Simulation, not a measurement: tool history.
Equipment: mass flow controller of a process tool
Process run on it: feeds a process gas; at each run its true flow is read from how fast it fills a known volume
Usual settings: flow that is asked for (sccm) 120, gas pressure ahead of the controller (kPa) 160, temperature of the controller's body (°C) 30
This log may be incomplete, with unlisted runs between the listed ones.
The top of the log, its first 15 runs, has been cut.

run    hour  flow that is asked for (sccm)  gas pressure ahead of the controller (kPa)  temperature of the controller's body (°C)  true flow (%)
 16  2085.7                            120                                         194                                         30          98.64
     2102.7  -- controller's zero set anew
 17  2281.1                            120                                         264                                         22          99.35
     2451.6  -- controller's zero set anew, once more
 18  2451.6                             30                                         188                                         30          97.35
 19  2595.5                             99                                         188                                         30          98.09
 20    2780                            107                                         188                                         25          98.39
 21  2902.6                            107                                         188                                         25          98.55
 22  3078.2                             32                                         266                                         30          97.48
 23  3244.6                             27                                         206                                         22          97.99

Expected results for the next run?
 24  3346.9                            120                                         209                                         30              ?

Logged for run 24: true flow (%) 98.3.
Take away the tool's hidden state, keep the run-to-run variation as it was, and the same run would have given true flow (%) 98.83.
